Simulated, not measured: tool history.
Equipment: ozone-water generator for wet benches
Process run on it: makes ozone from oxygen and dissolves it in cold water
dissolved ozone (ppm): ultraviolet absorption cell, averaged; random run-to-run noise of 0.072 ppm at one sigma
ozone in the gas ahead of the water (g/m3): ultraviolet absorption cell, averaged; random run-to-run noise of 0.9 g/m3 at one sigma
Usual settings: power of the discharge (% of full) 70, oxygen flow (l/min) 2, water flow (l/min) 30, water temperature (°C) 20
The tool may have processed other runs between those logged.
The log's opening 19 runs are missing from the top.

run      day  power of the discharge (% of full)  oxygen flow (l/min)  water flow (l/min)  water temperature (°C)  hours of work since the electrodes were changed  hours of work since the contactor was cleaned  hours of work since the thermometer was calibrated  dissolved ozone (ppm)  ozone in the gas ahead of the water (g/m3)
 20   89.729                                  95                    2                  30                      28                                             2893                                           2206                                                1416                   7.05                                       175.9
 21   94.712                                  99                 1.44                  26                      14                                             2990                                           2304                                                1514                   8.58                                       221.2
 22   98.804                                  99                 1.44                  26                      14                                             3071                                           2384                                                1594                   8.39                                         220
 23  102.712                                  99                 1.44                  26                      14                                             3147                                           2460                                                1671                   8.48                                       220.6
 24  109.417                                  99                 1.44                  26                      14                                             3279                                           2592                                                1802                   8.45                                       218.2
 25  116.083                                  79                 3.36                  32                      14                                             3409                                           2723                                                1933                   7.05                                       110.9
 26  118.967                                  79                 3.36                  32                      14                                             3466                                           2779                                                1990                   6.87                                       111.2
 27  124.271                                  58                 3.36                  32                      14                                             3570                                           2883                                                2094                   5.39                                        87.2
 28  131.079                                  58                 1.63                  34                      17                                             3704                                           3017                                                2227                   4.18                                       135.3
 29  138.067                                  58                 1.63                  34                      17                                             3841                                           3154                                                2364                   4.14                                       135.1
 30  141.792                                  43                 3.11                  30                      20                                             3914                                           3227                                                2437                   4.22                                        73.9
 31  148.154                                  70                 1.13                  47                      16                                             4038                                           3352                                                2562                   3.03                                       194.1
 32  152.608                                  70                 1.13                  27                      16                                             4126                                           3439                                                2649                   5.56                                       192.1
 33  159.308                                  42                 1.14                  34                      21                                             4257                                           3571                                                2781                   2.88                                         131
 34  164.775                                  96                    2                  30                      18                                             4365                                           3678                                                2888                   7.31                                       170.4

Predict each of these 3 candidate next runs independently; none follows another, all start after run 34:
  A  170.404                                  54                    2                  30                      27                                             4475                                           3788                                                2998                      ?                                           ?
  B  170.404                                  96                 2.66                  30                      18                                             4475                                           3788                                                2998                      ?                                           ?
  C  170.404                                  96                    2                  30                      13                                             4475                                           3788                                                2998                      ?                                           ?

run  dissolved ozone (ppm)  ozone in the gas ahead of the water (g/m3)
  A                   4.35                                       112.1
  B                   7.64                                       142.3
  C                   7.38                                       170.4
With the hidden condition removed and each run's random variation left untouched, the same runs would have given:
run  dissolved ozone (ppm)  ozone in the gas ahead of the water (g/m3)
  A                    4.9                                       121.6
  B                   8.97                                       161.3
  C                   8.65                                       193.3

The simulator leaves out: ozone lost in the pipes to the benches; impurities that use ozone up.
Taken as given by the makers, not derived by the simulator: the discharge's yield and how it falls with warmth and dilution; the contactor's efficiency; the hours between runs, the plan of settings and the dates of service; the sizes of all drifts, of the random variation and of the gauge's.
